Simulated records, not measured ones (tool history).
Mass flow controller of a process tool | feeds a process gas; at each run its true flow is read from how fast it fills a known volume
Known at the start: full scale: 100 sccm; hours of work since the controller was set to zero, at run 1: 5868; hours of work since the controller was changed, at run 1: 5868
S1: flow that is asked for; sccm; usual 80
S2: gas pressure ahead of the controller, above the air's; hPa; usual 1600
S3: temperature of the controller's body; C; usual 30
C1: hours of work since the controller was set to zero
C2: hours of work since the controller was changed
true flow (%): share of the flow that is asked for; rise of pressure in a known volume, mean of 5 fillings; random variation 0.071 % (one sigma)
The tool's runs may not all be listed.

{"run": 1, "hour": 0.0, "S1": 80, "S2": 1600, "S3": 30, "C1": 5868, "C2": 5868, "true flow (%)": 100}
{"run": 2, "hour": 178.8, "S1": 80, "S2": 1600, "S3": 30, "C1": 6005, "C2": 6005, "true flow (%)": 100.18}
{"run": 3, "hour": 318.8, "S1": 80, "S2": 1600, "S3": 30, "C1": 6112, "C2": 6112, "true flow (%)": 100.07}
{"run": 4, "hour": 558.2, "S1": 80, "S2": 1600, "S3": 30, "C1": 6295, "C2": 6295, "true flow (%)": 99.96}
{"run": 5, "hour": 764.7, "S1": 80, "S2": 1600, "S3": 30, "C1": 6453, "C2": 6453, "true flow (%)": 100.06}
{"run": 6, "hour": 996.2, "S1": 80, "S2": 1600, "S3": 23, "C1": 6630, "C2": 6630, "true flow (%)": 99.39}
{"run": 7, "hour": 1251.2, "S1": 80, "S2": 1600, "S3": 30, "C1": 6825, "C2": 6825, "true flow (%)": 100.05}
{"run": 8, "hour": 1417.2, "S1": 80, "S2": 1600, "S3": 30, "C1": 6952, "C2": 6952, "true flow (%)": 99.95}
{"hour": 1441.2, "done": "controller's zero set anew"}
{"run": 9, "hour": 1642.3, "S1": 80, "S2": 2220, "S3": 30, "C1": 154, "C2": 7123, "true flow (%)": 101.39}
{"run": 10, "hour": 1840.8, "S1": 80, "S2": 2220, "S3": 30, "C1": 306, "C2": 7275, "true flow (%)": 101.34}
{"run": 11, "hour": 2095.1, "S1": 80, "S2": 1600, "S3": 21, "C1": 500, "C2": 7470, "true flow (%)": 100.78}
{"run": 12, "hour": 2331.7, "S1": 80, "S2": 1600, "S3": 21, "C1": 681, "C2": 7650, "true flow (%)": 100.84}
{"run": 13, "hour": 2520.3, "S1": 80, "S2": 1600, "S3": 21, "C1": 825, "C2": 7795, "true flow (%)": 100.85}
{"run": 14, "hour": 2667.5, "S1": 80, "S2": 1600, "S3": 30, "C1": 938, "C2": 7907, "true flow (%)": 101.51}
{"run": 15, "hour": 2812.6, "S1": 80, "S2": 1600, "S3": 27, "C1": 1048, "C2": 8018, "true flow (%)": 101.32}
{"run": 16, "hour": 2991.5, "S1": 80, "S2": 1600, "S3": 30, "C1": 1185, "C2": 8155, "true flow (%)": 101.43}
{"run": 17, "hour": 3105.4, "S1": 80, "S2": 1600, "S3": 30, "C1": 1272, "C2": 8242, "true flow (%)": 101.67}
{"run": 18, "hour": 3366.0, "S1": 80, "S2": 1600, "S3": 30, "C1": 1471, "C2": 8441, "true flow (%)": 101.49}
{"run": 19, "hour": 3582.6, "S1": 80, "S2": 1910, "S3": 28, "C1": 1637, "C2": 8607, "true flow (%)": 101.24}
{"run": 20, "hour": 3731.9, "S1": 26, "S2": 1620, "S3": 21, "C1": 1751, "C2": 8721, "true flow (%)": 98.88}
{"run": 21, "hour": 3871.7, "S1": 26, "S2": 1620, "S3": 21, "C1": 1858, "C2": 8828, "true flow (%)": 98.77}
{"run": 22, "hour": 4067.6, "S1": 13, "S2": 2420, "S3": 24, "C1": 2008, "C2": 8977, "true flow (%)": 97.03}
{"run": 23, "hour": 4288.0, "S1": 11, "S2": 1640, "S3": 30, "C1": 2176, "C2": 9146, "true flow (%)": 96.99}
{"run": 24, "hour": 4414.1, "S1": 80, "S2": 2670, "S3": 30, "C1": 2273, "C2": 9242, "true flow (%)": 101.12}
{"run": 25, "hour": 4620.1, "S1": 22, "S2": 1660, "S3": 20, "C1": 2430, "C2": 9400, "true flow (%)": 98.09}
{"hour": 4696.4, "done": "controller exchanged for a calibrated one"}
{"run": 26, "hour": 4819.3, "S1": 17, "S2": 1660, "S3": 31, "C1": 94, "C2": 94, "true flow (%)": 98.42}
{"run": 27, "hour": 5064.9, "S1": 17, "S2": 1660, "S3": 31, "C1": 282, "C2": 282, "true flow (%)": 98.44}
{"run": 28, "hour": 5183.1, "S1": 31, "S2": 2390, "S3": 30, "C1": 372, "C2": 372, "true flow (%)": 98.54}
{"run": 29, "hour": 5443.0, "S1": 31, "S2": 2390, "S3": 30, "C1": 571, "C2": 571, "true flow (%)": 98.43}

The next listed run, before its measurement:
{"run": 30, "hour": 5648.3, "S1": 31, "S2": 1730, "S3": 30, "C1": 728, "C2": 728, "true flow (%)": "?"}

Run 30 gave true flow (%) 98.49.
Without the tool's hidden state the same run would have given true flow (%) 98.92.

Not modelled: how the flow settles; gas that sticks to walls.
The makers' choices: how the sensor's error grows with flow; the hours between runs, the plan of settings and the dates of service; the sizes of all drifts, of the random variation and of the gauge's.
